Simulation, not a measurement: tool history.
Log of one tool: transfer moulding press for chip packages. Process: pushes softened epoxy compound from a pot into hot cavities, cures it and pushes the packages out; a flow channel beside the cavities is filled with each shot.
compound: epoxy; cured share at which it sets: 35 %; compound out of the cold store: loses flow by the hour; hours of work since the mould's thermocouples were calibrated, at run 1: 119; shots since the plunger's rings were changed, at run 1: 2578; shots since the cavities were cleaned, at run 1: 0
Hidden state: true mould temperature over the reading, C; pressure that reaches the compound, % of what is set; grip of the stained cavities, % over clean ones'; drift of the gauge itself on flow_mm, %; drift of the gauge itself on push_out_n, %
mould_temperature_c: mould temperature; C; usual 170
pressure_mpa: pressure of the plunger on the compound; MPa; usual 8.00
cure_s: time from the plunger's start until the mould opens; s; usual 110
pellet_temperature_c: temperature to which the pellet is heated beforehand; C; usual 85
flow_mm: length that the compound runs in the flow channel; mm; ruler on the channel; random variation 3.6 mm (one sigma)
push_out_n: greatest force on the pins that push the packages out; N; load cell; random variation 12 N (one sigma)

run     day  mould_temperature_c  pressure_mpa  cure_s  pellet_temperature_c  hours of work since the mould's thermocouples were calibrated  shots since the plunger's rings were changed  shots since the cavities were cleaned  incoming compound's hours out of the cold store  flow_mm  push_out_n
  1   0.000                  170          8.00     110                    85                                                            119                                          2578                                      0                                             38.5      501         531
  2   0.700                  170          6.08     110                    85                                                            128                                          2732                                    154                                              8.5      475         821
  3   2.100                  170          8.00     110                    85                                                            147                                          3040                                    462                                             24.0      518        1099
  4   3.238                  170          8.00     110                    85                                                            162                                          3291                                    713                                             29.7      504        1149
      3.638  -- cavities cleaned with cleaning compound and waxed
      4.150  -- plunger's sealing rings changed
  5   4.629                  170          8.00     110                    85                                                            178                                           105                                    196                                             30.7      529         828
  6   5.938                  170          8.00     110                    85                                                            196                                           394                                    485                                             18.2      545        1100
  7   6.521                  170          8.00     110                    85                                                            203                                           522                                    613                                             18.8      543        1132
      7.400  -- cavities cleaned with cleaning compound and waxed
  8   7.667                  170          9.65     110                    85                                                            218                                           760                                     58                                             43.7      553         667
  9   8.479                  170          9.65     121                    85                                                            229                                           939                                    237                                             44.2      541         803
 10   9.629                  170          9.65     121                    85                                                            244                                          1192                                    490                                             10.6      601        1004
     10.971  -- cavities cleaned with cleaning compound and waxed
 11  11.038                  170          9.65     121                    85                                                            262                                          1489                                     15                                             24.8      575         506
 12  11.838                  170          9.65     121                    85                                                            272                                          1665                                    191                                             20.4      580         770
 13  12.517                  170          9.65     121                    85                                                            281                                          1815                                    341                                             13.3      600         916
 14  13.679                  170          9.65     121                    85                                                            297                                          2071                                    597                                             26.0      575        1029
     14.579  -- cavities cleaned with cleaning compound and waxed
 15  15.017                  171          8.64     130                    92                                                            314                                          2352                                     96                                             43.2      510         644
 16  16.254                  164          8.48     104                    85                                                            330                                          2624                                    368                                             17.4      564        1619
 17  17.646                  164          8.24     104                    85                                                            349                                          2932                                    676                                             22.2      537        1883
     18.154  -- cavities cleaned with cleaning compound and waxed
 18  18.812                  164          7.04     104                    81                                                            363                                          3175                                    146                                             15.7      508        1339
 19  19.538                  162          7.04     104                    91                                                            373                                          3334                                    305                                             40.3      478        1734
     20.200  -- plunger's sealing rings changed
 20  20.233                  162          8.86     104                    91                                                            381                                             8                                    436                                             47.7      550        1826
 21  20.929                  166          8.86      93                    91                                                            390                                           161                                    589                                             29.6      570        1938
 22  21.721                  166          8.86      93                    91                                                            401                                           335                                    763                                             35.9      556        1957
     21.900  -- cavities cleaned with cleaning compound and waxed
 23  23.046                  166          8.86      93                    91                                                            417                                           613                                    253                                             28.6      566        1464
 24  24.408                  166          7.60      93                    80                                                            435                                           913                                    553                                             42.9      499        1871
 25  24.979                  166          7.60      93                    80                                                            443                                          1039                                    679                                             12.2      549        2128
     25.571  -- cavities cleaned with cleaning compound and waxed
 26  25.608                  166          7.60      93                    80                                                            451                                          1164                                      8                                             26.8      527        1008
 27  26.688                  170          6.59     121                    92                                                            465                                          1401                                    245                                             24.2      476         865
 28  27.904                  177          8.00     129                    85                                                            481                                          1669                                    513                                              9.3      531         909

3 ways to go on from here, each from the tool as it stands after run 28. What would each give?
     29.167  -- cavities cleaned with cleaning compound and waxed
  A  29.167                  170          9.45     110                    91                                                            497                                          1934                                      0                                             27.5        ?           ?
     29.167  -- cavities cleaned with cleaning compound and waxed
  B  29.167                  166          8.00     139                    75                                                            497                                          1934                                      0                                             43.2        ?           ?
     29.167  -- cavities cleaned with cleaning compound and waxed
  C  29.167                  163          8.00      99                    80                                                            497                                          1934                                      0                                             17.2        ?           ?

run  flow_mm  push_out_n
  A      566         532
  B      507         470
  C      553        1044
Without the tool's hidden state the same runs would have given:
run  flow_mm  push_out_n
  A      582         536
  B      522         470
  C      569        1073
